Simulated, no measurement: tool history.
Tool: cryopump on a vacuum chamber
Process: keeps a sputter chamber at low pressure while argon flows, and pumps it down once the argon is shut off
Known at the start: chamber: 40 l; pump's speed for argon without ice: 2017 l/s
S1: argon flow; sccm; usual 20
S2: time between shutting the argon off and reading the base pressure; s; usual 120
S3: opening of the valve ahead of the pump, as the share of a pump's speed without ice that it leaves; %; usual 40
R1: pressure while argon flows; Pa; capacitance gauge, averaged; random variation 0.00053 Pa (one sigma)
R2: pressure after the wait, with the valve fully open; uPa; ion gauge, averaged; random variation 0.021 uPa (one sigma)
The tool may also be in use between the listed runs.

| run | hour | S1 | S2 | S3 | R1 | R2 |
|---|---|---|---|---|---|---|
| 1 | 0 | 20 | 120 | 40 | 0.0445 | 0.75 |
| 2 | 36.6 | 20 | 256 | 40 | 0.0445 | 0.62 |
| 3 | 54.2 | 20 | 256 | 40 | 0.0449 | 0.61 |
| 4 | 78.6 | 20 | 120 | 40 | 0.0449 | 0.8 |
| 5 | 104.6 | 20 | 120 | 40 | 0.0461 | 0.83 |
| 6 | 136.9 | 20 | 120 | 40 | 0.0466 | 0.85 |
| 7 | 167 | 20 | 53 | 40 | 0.0458 | 1.26 |
| 8 | 191.2 | 20 | 120 | 27 | 0.0657 | 0.89 |
| 9 | 219.7 | 20 | 120 | 40 | 0.046 | 0.87 |
| 10 | 248.7 | 20 | 120 | 40 | 0.0453 | 0.89 |
| 11 | 276 | 20 | 37 | 40 | 0.0467 | 1.7 |
| 12 | 293.5 | 20 | 120 | 40 | 0.0461 | 0.9 |
| 13 | 328.8 | 20 | 120 | 40 | 0.0466 | 0.92 |
| 14 | 345.3 | 20 | 120 | 40 | 0.0475 | 0.91 |
|  | 354 | pump warmed up, emptied and cooled again |
| 15 | 377.2 | 20 | 120 | 40 | 0.0424 | 0.78 |
| 16 | 411.7 | 20 | 120 | 40 | 0.0421 | 0.81 |
| 17 | 433.7 | 20 | 22 | 41 | 0.0411 | 2.36 |
| 18 | 450.4 | 12 | 24 | 28 | 0.0368 | 2.2 |
| 19 | 467.1 | 12 | 24 | 42 | 0.0241 | 2.19 |
| 20 | 503.1 | 9 | 149 | 56 | 0.0138 | 0.76 |
| 21 | 522 | 9 | 149 | 56 | 0.0135 | 0.81 |
| 22 | 545.8 | 11 | 274 | 26 | 0.036 | 0.69 |
| 23 | 566.3 | 30 | 148 | 45 | 0.0575 | 0.79 |
| 24 | 598.1 | 30 | 148 | 45 | 0.0572 | 0.84 |
| 25 | 627.1 | 33 | 148 | 22 | 0.1274 | 0.82 |
| 26 | 648.7 | 28 | 62 | 22 | 0.1082 | 1.24 |
| 27 | 675.6 | 12 | 89 | 20 | 0.0512 | 1.05 |

Forecast run 28:
| 28 | 691.3 | 12 | 89 | 20 | ? | ? |

R1: 0.0522 Pa
R2: 1.08 uPa
Without the tool's hidden state the same run would have given R1 0.0513 Pa, R2 0.63 uPa.
